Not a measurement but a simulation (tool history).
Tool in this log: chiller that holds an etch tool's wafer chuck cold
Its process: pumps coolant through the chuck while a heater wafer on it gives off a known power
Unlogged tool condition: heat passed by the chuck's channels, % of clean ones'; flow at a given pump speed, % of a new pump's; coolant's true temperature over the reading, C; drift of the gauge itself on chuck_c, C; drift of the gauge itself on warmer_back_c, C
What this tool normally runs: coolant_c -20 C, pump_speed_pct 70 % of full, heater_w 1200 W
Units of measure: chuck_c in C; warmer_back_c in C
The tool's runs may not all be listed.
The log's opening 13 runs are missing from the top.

run    hour  coolant_c  pump_speed_pct  heater_w  hours since the coolant was changed and the channels were flushed  hours since the pump was overhauled  hours since the chiller's thermometer was calibrated  chuck_c  warmer_back_c
 14  1717.3        -20              73      1643                                                               1154                                 5957                                                   749     -4.5           3.89
 15  1896.2        -20              73      1643                                                               1333                                 6136                                                   928     -4.5           3.77
 16  2033.1        -20              70      1200                                                               1470                                 6273                                                  1064     -8.2           2.87
 17  2210.7        -15              73      1200                                                               1648                                 6451                                                  1242     -3.7            2.7
 18  2307.6        -14              73       874                                                               1744                                 6547                                                  1339     -5.7           1.91
 19  2420.8        -14              73       874                                                               1858                                 6661                                                  1452     -5.6            1.9
 20    2512        -20              71      1010                                                               1949                                 6752                                                  1543    -10.1           2.33
 21    2609        -20              73       881                                                               2046                                 6849                                                  1640    -11.6           1.88
 22  2689.9        -20              73       881                                                               2127                                 6930                                                  1721    -11.6           1.91
 23  2802.2        -13             100      1200                                                               2239                                 7042                                                  1834     -3.7           1.86
 24  2922.5        -23              64       682                                                               2359                                 7162                                                  1954    -15.9            1.6
 25  3058.2        -22              83       967                                                               2495                                 7298                                                  2090    -13.7           1.74
 26    3142        -30              83       967                                                               2579                                 7382                                                  2173    -21.5           1.72
 27  3335.8        -21              81      1086                                                               2773                                 7576                                                  2367    -11.4           2.04
     3372.9  -- coolant pump overhauled
 28  3469.8        -24              81       803                                                               2902                                   97                                                  2496    -16.8           1.46
     3503.6  -- chiller's thermometer calibrated
 29  3566.7        -13              66      1002                                                               2998                                  193                                                    63     -2.8           2.31
 30  3705.7        -13              66      1002                                                               3137                                  332                                                   202     -2.8           2.38
 31  3847.1        -19              66      1002                                                               3278                                  473                                                   344     -8.7           2.38

Predict each of these 4 candidate next runs independently; none follows another, all start after run 31:
  A  3990.1        -17              95      1118                                                               3421                                  616                                                   487        ?              ?
  B  3990.1        -24              80       654                                                               3421                                  616                                                   487        ?              ?
  C  3990.1        -27              62       776                                                               3421                                  616                                                   487        ?              ?
  D  3990.1        -19              74      1002                                                               3421                                  616                                                   487        ?              ?

run  chuck_c  warmer_back_c
  A     -8.2           1.66
  B    -18.1           1.05
  C    -18.8           1.89
  D     -9.7              2
With no hidden state in the tool, these same runs would have given:
run  chuck_c  warmer_back_c
  A     -8.3           2.04
  B    -18.1           1.43
  C    -18.9           2.27
  D     -9.7           2.38
